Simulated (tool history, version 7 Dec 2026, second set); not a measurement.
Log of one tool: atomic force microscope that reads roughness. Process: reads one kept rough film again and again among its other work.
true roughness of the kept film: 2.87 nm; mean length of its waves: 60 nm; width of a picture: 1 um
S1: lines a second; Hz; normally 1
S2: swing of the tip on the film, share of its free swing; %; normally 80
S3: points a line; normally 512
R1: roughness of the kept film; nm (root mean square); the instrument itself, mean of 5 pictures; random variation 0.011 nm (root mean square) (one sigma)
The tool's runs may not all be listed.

| run | hour | S1 | S2 | S3 | R1 |
|---|---|---|---|---|---|
| 1 | 0 | 1 | 80 | 512 | 2.517 |
| 2 | 13.9 | 1 | 80 | 512 | 2.497 |
| 3 | 27.5 | 1 | 80 | 512 | 2.487 |
| 4 | 35.4 | 1 | 80 | 512 | 2.467 |
| 5 | 43.2 | 1.14 | 80 | 512 | 2.436 |
| 6 | 57.9 | 1 | 80 | 260 | 2.434 |
| 7 | 72.8 | 1 | 78 | 512 | 2.446 |
|  | 85.9 | new tip fitted |
| 8 | 87.1 | 1 | 78 | 688 | 2.594 |
| 9 | 103.1 | 3.94 | 78 | 688 | 2.173 |
| 10 | 110.5 | 1 | 87 | 512 | 2.457 |
| 11 | 125.3 | 1 | 80 | 294 | 2.526 |
| 12 | 136.7 | 1 | 80 | 294 | 2.516 |
| 13 | 147.2 | 1 | 80 | 294 | 2.496 |
| 14 | 164.1 | 1 | 80 | 512 | 2.49 |
| 15 | 176.5 | 1 | 80 | 512 | 2.467 |
| 16 | 187.6 | 1 | 80 | 512 | 2.459 |
| 17 | 198.9 | 1 | 80 | 512 | 2.429 |
| 18 | 213.4 | 1 | 74 | 512 | 2.487 |
| 19 | 229.5 | 1 | 80 | 512 | 2.407 |
|  | 234.8 | new tip fitted |
| 20 | 239.8 | 1 | 80 | 512 | 2.576 |
| 21 | 253.2 | 3.77 | 80 | 512 | 2.109 |
| 22 | 260.8 | 3.77 | 80 | 512 | 2.113 |
| 23 | 269.6 | 3.77 | 80 | 512 | 2.079 |
| 24 | 284.7 | 3.77 | 80 | 512 | 2.084 |
| 25 | 295.5 | 3.77 | 80 | 512 | 2.102 |
| 26 | 306 | 3.77 | 80 | 512 | 2.058 |
| 27 | 323.1 | 0.63 | 67 | 729 | 2.6 |
| 28 | 330.2 | 0.63 | 67 | 729 | 2.582 |
| 29 | 343 | 0.63 | 67 | 729 | 2.585 |
| 30 | 351.3 | 0.63 | 67 | 729 | 2.567 |
| 31 | 366.2 | 1.77 | 67 | 258 | 2.448 |
|  | 383.6 | new tip fitted |
| 32 | 383.6 | 1.77 | 67 | 258 | 2.586 |
| 33 | 397.8 | 1.77 | 67 | 258 | 2.56 |
| 34 | 407.4 | 1.77 | 67 | 258 | 2.566 |
| 35 | 423.9 | 1.77 | 67 | 258 | 2.547 |
| 36 | 437.1 | 1 | 76 | 512 | 2.555 |
| 37 | 451.4 | 1 | 76 | 512 | 2.52 |
| 38 | 465.5 | 0.89 | 90 | 416 | 2.407 |
| 39 | 475.1 | 0.89 | 90 | 416 | 2.391 |
| 40 | 486.6 | 1.12 | 90 | 551 | 2.309 |
| 41 | 495.9 | 1.03 | 70 | 536 | 2.509 |
| 42 | 507.7 | 1.54 | 61 | 618 | 2.54 |
| 43 | 522.4 | 1.16 | 80 | 734 | 2.408 |
|  | 533.5 | new tip fitted |
| 44 | 537 | 1.16 | 80 | 734 | 2.51 |
| 45 | 547.4 | 0.56 | 64 | 913 | 2.718 |
| 46 | 562.8 | 0.56 | 64 | 913 | 2.688 |
| 47 | 574.1 | 0.56 | 64 | 913 | 2.672 |
| 48 | 587.4 | 2.04 | 57 | 559 | 2.61 |

Here are 3 independent what-if runs from the current tool condition. What would each one return?
| A | 595.7 | 3.11 | 88 | 452 | ? |
| B | 595.7 | 1 | 80 | 519 | ? |
| C | 595.7 | 1.55 | 80 | 490 | ? |

| run | R1 |
|---|---|
| A | 1.983 |
| B | 2.503 |
| C | 2.389 |
With no hidden state in the tool, these same runs would have given:
| run | R1 |
|---|---|
| A | 2.05 |
| B | 2.588 |
| C | 2.47 |

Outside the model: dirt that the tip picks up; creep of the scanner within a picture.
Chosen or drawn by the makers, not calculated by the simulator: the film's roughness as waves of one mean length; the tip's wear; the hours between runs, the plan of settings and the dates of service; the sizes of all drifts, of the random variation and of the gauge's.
